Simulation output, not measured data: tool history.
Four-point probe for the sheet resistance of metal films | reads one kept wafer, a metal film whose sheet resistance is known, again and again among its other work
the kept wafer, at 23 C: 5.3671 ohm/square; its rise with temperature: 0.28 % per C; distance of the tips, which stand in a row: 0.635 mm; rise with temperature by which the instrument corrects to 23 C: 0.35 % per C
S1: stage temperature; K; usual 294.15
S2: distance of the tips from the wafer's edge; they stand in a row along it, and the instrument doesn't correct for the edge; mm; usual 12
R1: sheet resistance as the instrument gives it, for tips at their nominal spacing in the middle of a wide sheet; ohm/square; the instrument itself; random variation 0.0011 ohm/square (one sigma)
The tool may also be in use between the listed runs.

run,hour,S1,S2,R1
1,0,294.15,12,5.398561
2,8.9,294.15,67,5.390818
3,23.6,294.15,67,5.3898
4,31.4,294.15,12,5.397605
5,44.3,294.15,12,5.400048
6,53,294.15,12,5.400208
7,63.8,294.15,12,5.3992
8,74.6,294.15,12,5.398255
9,83.5,294.15,12,5.398799
10,98.7,294.15,12,5.398226
11,111.6,294.15,21,5.392403
12,126.1,294.15,21,5.391722
13,133.6,294.15,21,5.393307
14,143.6,294.15,21,5.392866
15,152.2,297.15,17,5.382026
16,163.2,297.15,17,5.382476
17,176.4,307.15,19,5.343343
18,183.1,303.15,40,5.3545
19,191.3,297.15,3,5.5046
20,203.5,305.15,24,5.346898
21,211,305.15,24,5.347953
22,224.6,294.15,8,5.40787
23,236.8,301.15,29,5.362463
24,246.9,300.15,12,5.373113
25,257.6,300.15,12,5.373567
26,269.2,297.15,17,5.380013
27,283,299.15,23,5.37301
28,298.7,294.15,9,5.403291

5 ways to go on from here, each from the tool as it stands after run 28. What would each give?
A,311.9,294.15,16,?
B,311.9,303.15,47,?
C,311.9,298.15,7,?
D,311.9,308.15,4,?
E,311.9,293.15,5,?

run,R1
A,5.392564
B,5.3542
C,5.395982
D,5.405523
E,5.437931
Without the tool's hidden state the same runs would have given:
run,R1
A,5.378782
B,5.340582
C,5.382225
D,5.391822
E,5.424033
